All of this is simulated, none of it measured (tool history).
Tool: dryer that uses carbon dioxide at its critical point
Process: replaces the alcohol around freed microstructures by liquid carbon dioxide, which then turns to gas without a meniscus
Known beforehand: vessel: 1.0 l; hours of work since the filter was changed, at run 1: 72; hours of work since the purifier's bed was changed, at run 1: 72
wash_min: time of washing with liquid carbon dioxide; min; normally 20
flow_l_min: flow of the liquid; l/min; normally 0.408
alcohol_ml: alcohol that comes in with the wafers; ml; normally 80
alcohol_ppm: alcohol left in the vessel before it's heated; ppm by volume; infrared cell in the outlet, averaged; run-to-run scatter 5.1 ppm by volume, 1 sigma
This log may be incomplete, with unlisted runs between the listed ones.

run,day,wash_min,flow_l_min,alcohol_ml,hours of work since the filter was changed,hours of work since the purifier's bed was changed,alcohol_ppm
1,0,20,0.408,80,72,72,100
2,0.775,20,0.408,32,79,79,59
3,1.379,20,0.408,32,85,85,71
4,1.808,20,0.408,32,89,89,58
5,2.675,20,0.408,32,97,97,74
6,3.204,20,0.408,32,102,102,84
7,3.729,20,0.408,32,106,106,63
8,4.346,20,0.408,32,112,112,71
9,5.092,20,0.408,32,119,119,84
10,5.912,20,0.408,32,126,126,73
11,6.312,15,0.418,32,130,130,207
12,6.671,12,0.57,80,133,133,315

Each row is a separate what-if for the run after 12, all from the same tool condition, not one after another. Results?
A,7.408,24,0.279,29,140,140,?
B,7.408,19,0.296,32,140,140,?
C,7.408,20,0.408,28,140,140,?

run,alcohol_ppm
A,151
B,329
C,82
Stripped of hidden state, with their random variation kept, the same runs would have yielded:
run,alcohol_ppm
A,92
B,251
C,36
